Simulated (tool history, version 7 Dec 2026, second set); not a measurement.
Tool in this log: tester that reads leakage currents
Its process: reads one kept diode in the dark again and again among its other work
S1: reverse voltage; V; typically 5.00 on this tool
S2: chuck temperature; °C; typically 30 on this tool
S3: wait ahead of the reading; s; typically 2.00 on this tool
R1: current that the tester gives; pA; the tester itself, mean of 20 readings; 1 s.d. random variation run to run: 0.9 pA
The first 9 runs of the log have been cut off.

Run 10, day 72.608: usual settings. Result: R1 305.94 pA.
Run 11, day 77.312: usual settings. Result: R1 307.57 pA.
Run 12, day 85.979: usual settings but S1 9.97 V. Result: R1 411.61 pA.
Run 13, day 95.567: usual settings but S1 9.97 V. Result: R1 414.88 pA.
At day 98.962: chuck's temperature calibrated.
Run 14, day 104.196: usual settings but S1 9.97 V. Result: R1 400.85 pA.
Run 15, day 113.588: usual settings but S1 9.97 V. Result: R1 400.21 pA.
Run 16, day 123.167: usual settings but S1 9.97 V. Result: R1 402.30 pA.
Run 17, day 132.908: usual settings but S1 9.97 V. Result: R1 404.75 pA.
Run 18, day 137.567: usual settings but S1 9.97 V. Result: R1 407.33 pA.
Run 19, day 146.112: usual settings but S2 42 °C, S3 4.31 s. Result: R1 872.51 pA.
Run 20, day 155.958: usual settings but S1 1.02 V, S3 9.75 s. Result: R1 157.21 pA.
Run 21, day 164.183: usual settings but S1 1.18 V, S3 1.79 s. Result: R1 167.76 pA.
Run 22, day 173.638: usual settings but S1 13.36 V. Result: R1 472.67 pA.
Run 23, day 183.488: usual settings but S1 13.36 V. Result: R1 475.94 pA.
Run 24, day 191.196: usual settings but S1 13.36 V. Result: R1 475.77 pA.
At day 196.388: tester calibrated.
Run 25, day 200.462: usual settings but S1 3.52 V, S3 0.39 s. Result: R1 277.13 pA.
Run 26, day 206.167: usual settings but S1 3.21 V, S2 25 °C, S3 0.61 s. Result: R1 169.96 pA.
Run 27, day 212.600: usual settings but S1 4.02 V, S2 24 °C. Result: R1 171.74 pA.
At day 214.746: probe card cleaned and baked.
Run 28, day 218.242: usual settings but S1 2.74 V, S2 56 °C. Result: R1 2170.43 pA.
Run 29, day 224.567: usual settings but S1 1.20 V, S2 24 °C. Result: R1 100.27 pA.
Run 30, day 230.946: usual settings but S1 2.66 V, S2 23 °C, S3 1.12 s. Result: R1 127.93 pA.
At day 232.650: chuck's temperature calibrated.
Run 31, day 240.383: usual settings but S1 2.66 V, S2 22 °C, S3 1.12 s. Result: R1 109.54 pA.
Run 32, day 249.450: usual settings but S1 14.62 V, S2 49 °C, S3 1.12 s. Result: R1 2393.53 pA.
Run 33, day 257.062: usual settings but S2 43 °C, S3 6.37 s. Result: R1 942.00 pA.

Here are 5 independent what-if runs from the current tool condition. What would each one return?
Run A, day 263.525: usual settings but S1 4.12 V, S2 28 °C, S3 3.49 s. Result: R1 ?.
Run B, day 263.525: usual settings but S1 1.72 V, S2 53 °C, S3 6.37 s. Result: R1 ?.
Run C, day 263.525: usual settings but S1 14.57 V, S2 34 °C, S3 9.29 s. Result: R1 ?.
Run D, day 263.525: usual settings but S2 21 °C, S3 6.37 s. Result: R1 ?.
Run E, day 263.525: usual settings but S1 2.06 V, S2 39 °C. Result: R1 ?.

run       R1
  A   232.09
  B  1361.61
  C   676.91
  D   130.94
  E   464.45
Had the tool no hidden state, the same runs would have come out as:
run       R1
  A   228.47
  B  1354.09
  C   665.37
  D   127.47
  E   460.71

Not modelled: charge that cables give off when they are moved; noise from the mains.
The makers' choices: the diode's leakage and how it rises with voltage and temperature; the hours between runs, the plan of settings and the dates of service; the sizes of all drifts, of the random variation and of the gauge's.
